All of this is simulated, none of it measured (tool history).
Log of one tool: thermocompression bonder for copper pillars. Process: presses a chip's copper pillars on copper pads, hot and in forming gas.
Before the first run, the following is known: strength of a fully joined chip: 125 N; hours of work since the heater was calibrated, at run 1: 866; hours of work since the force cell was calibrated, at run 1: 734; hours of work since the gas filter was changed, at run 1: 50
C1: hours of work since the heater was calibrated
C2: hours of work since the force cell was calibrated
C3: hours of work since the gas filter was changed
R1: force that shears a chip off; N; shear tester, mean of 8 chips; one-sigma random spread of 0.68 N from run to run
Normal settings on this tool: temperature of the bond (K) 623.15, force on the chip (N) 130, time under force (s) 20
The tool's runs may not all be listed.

{"run": 1, "hour": 0.0, "temperature of the bond (K)": 623.15, "force on the chip (N)": 130, "time under force (s)": 20, "C1": 866, "C2": 734, "C3": 50, "R1": 42.5}
{"run": 2, "hour": 50.6, "temperature of the bond (K)": 623.15, "force on the chip (N)": 130, "time under force (s)": 20, "C1": 894, "C2": 763, "C3": 79, "R1": 43.6}
{"run": 3, "hour": 118.0, "temperature of the bond (K)": 623.15, "force on the chip (N)": 130, "time under force (s)": 20, "C1": 932, "C2": 800, "C3": 117, "R1": 43.5}
{"run": 4, "hour": 174.3, "temperature of the bond (K)": 623.15, "force on the chip (N)": 130, "time under force (s)": 20, "C1": 964, "C2": 832, "C3": 148, "R1": 42.6}
{"run": 5, "hour": 241.9, "temperature of the bond (K)": 623.15, "force on the chip (N)": 94, "time under force (s)": 20, "C1": 1002, "C2": 870, "C3": 186, "R1": 33}
{"hour": 264.2, "done": "forming gas filter changed"}
{"run": 6, "hour": 310.2, "temperature of the bond (K)": 623.15, "force on the chip (N)": 94, "time under force (s)": 20, "C1": 1040, "C2": 908, "C3": 26, "R1": 34.4}
{"run": 7, "hour": 394.9, "temperature of the bond (K)": 615.15, "force on the chip (N)": 130, "time under force (s)": 20, "C1": 1087, "C2": 956, "C3": 73, "R1": 41.4}
{"run": 8, "hour": 438.9, "temperature of the bond (K)": 615.15, "force on the chip (N)": 130, "time under force (s)": 20, "C1": 1112, "C2": 980, "C3": 98, "R1": 40.1}
{"run": 9, "hour": 524.4, "temperature of the bond (K)": 623.15, "force on the chip (N)": 163, "time under force (s)": 20, "C1": 1160, "C2": 1029, "C3": 146, "R1": 48.3}
{"run": 10, "hour": 567.1, "temperature of the bond (K)": 623.15, "force on the chip (N)": 163, "time under force (s)": 20, "C1": 1184, "C2": 1052, "C3": 170, "R1": 48}
{"hour": 614.9, "done": "forming gas filter changed"}
{"run": 11, "hour": 639.9, "temperature of the bond (K)": 623.15, "force on the chip (N)": 130, "time under force (s)": 22, "C1": 1225, "C2": 1093, "C3": 14, "R1": 45.4}
{"run": 12, "hour": 707.3, "temperature of the bond (K)": 623.15, "force on the chip (N)": 130, "time under force (s)": 19, "C1": 1262, "C2": 1131, "C3": 52, "R1": 43.5}
{"run": 13, "hour": 747.0, "temperature of the bond (K)": 623.15, "force on the chip (N)": 130, "time under force (s)": 19, "C1": 1285, "C2": 1153, "C3": 74, "R1": 41.7}
{"run": 14, "hour": 813.4, "temperature of the bond (K)": 623.15, "force on the chip (N)": 130, "time under force (s)": 19, "C1": 1322, "C2": 1191, "C3": 112, "R1": 40.6}
{"run": 15, "hour": 889.2, "temperature of the bond (K)": 638.15, "force on the chip (N)": 130, "time under force (s)": 20, "C1": 1365, "C2": 1233, "C3": 154, "R1": 46.3}
{"run": 16, "hour": 926.4, "temperature of the bond (K)": 623.15, "force on the chip (N)": 126, "time under force (s)": 56, "C1": 1386, "C2": 1254, "C3": 175, "R1": 59.4}
{"hour": 968.1, "done": "forming gas filter changed"}
{"run": 17, "hour": 972.0, "temperature of the bond (K)": 604.15, "force on the chip (N)": 113, "time under force (s)": 44, "C1": 1411, "C2": 1279, "C3": 2, "R1": 45.1}
{"hour": 978.8, "done": "heater calibrated with a thermocouple chip"}
{"run": 18, "hour": 1041.9, "temperature of the bond (K)": 638.15, "force on the chip (N)": 161, "time under force (s)": 11, "C1": 35, "C2": 1318, "C3": 40, "R1": 43.2}
{"run": 19, "hour": 1104.1, "temperature of the bond (K)": 619.15, "force on the chip (N)": 161, "time under force (s)": 11, "C1": 70, "C2": 1352, "C3": 75, "R1": 36.1}
{"hour": 1118.7, "done": "heater calibrated with a thermocouple chip, once more"}
{"run": 20, "hour": 1188.3, "temperature of the bond (K)": 600.15, "force on the chip (N)": 129, "time under force (s)": 24, "C1": 39, "C2": 1399, "C3": 121, "R1": 36.7}
{"run": 21, "hour": 1229.2, "temperature of the bond (K)": 649.15, "force on the chip (N)": 104, "time under force (s)": 14, "C1": 62, "C2": 1422, "C3": 144, "R1": 39.1}
{"run": 22, "hour": 1274.3, "temperature of the bond (K)": 611.15, "force on the chip (N)": 107, "time under force (s)": 59, "C1": 87, "C2": 1447, "C3": 170, "R1": 50.9}
{"run": 23, "hour": 1316.3, "temperature of the bond (K)": 611.15, "force on the chip (N)": 107, "time under force (s)": 59, "C1": 111, "C2": 1471, "C3": 193, "R1": 49.9}
{"hour": 1323.2, "done": "forming gas filter changed"}
{"run": 24, "hour": 1368.5, "temperature of the bond (K)": 611.15, "force on the chip (N)": 107, "time under force (s)": 59, "C1": 140, "C2": 1500, "C3": 25, "R1": 51.3}
{"run": 25, "hour": 1435.9, "temperature of the bond (K)": 623.15, "force on the chip (N)": 108, "time under force (s)": 45, "C1": 178, "C2": 1537, "C3": 63, "R1": 52.1}
{"run": 26, "hour": 1480.8, "temperature of the bond (K)": 599.15, "force on the chip (N)": 130, "time under force (s)": 20, "C1": 203, "C2": 1563, "C3": 89, "R1": 33.9}
{"run": 27, "hour": 1529.4, "temperature of the bond (K)": 624.15, "force on the chip (N)": 183, "time under force (s)": 11, "C1": 230, "C2": 1590, "C3": 116, "R1": 40.9}
{"run": 28, "hour": 1585.3, "temperature of the bond (K)": 598.15, "force on the chip (N)": 177, "time under force (s)": 23, "C1": 262, "C2": 1621, "C3": 147, "R1": 42.6}
{"run": 29, "hour": 1647.5, "temperature of the bond (K)": 598.15, "force on the chip (N)": 177, "time under force (s)": 13, "C1": 297, "C2": 1656, "C3": 182, "R1": 34.8}

Selected run-to-run steps in R1, each split into two signed amounts: the part the tool would show with no hidden state at all (from settings, incoming material and random variation), and the remainder, which goes to the hidden state together with any gauge scatter not common to the measured and the hidden-state-free results:
Unlogged tool condition in this case: true temperature of the bond over the reading, C; force that reaches the chip, % of what is set; oxide that the forming gas leaves, % of the face; drift of the gauge itself on shear_n, %.
Run 16 -> 17: temperature of the bond (K) 623.15 -> 604.15, force on the chip (N) 126 -> 113, time under force (s) 56 -> 44, forming gas filter changed. R1 -14.3 N: hidden state +2.5, all else -16.8.
Run 23 -> 24: forming gas filter changed. R1 +1.4 N: hidden state +1.7, all else -0.3.
Run 25 -> 26: temperature of the bond (K) 623.15 -> 599.15, force on the chip (N) 108 -> 130, time under force (s) 45 -> 20. R1 -18.2 N: hidden state +0.7, all else -18.9.

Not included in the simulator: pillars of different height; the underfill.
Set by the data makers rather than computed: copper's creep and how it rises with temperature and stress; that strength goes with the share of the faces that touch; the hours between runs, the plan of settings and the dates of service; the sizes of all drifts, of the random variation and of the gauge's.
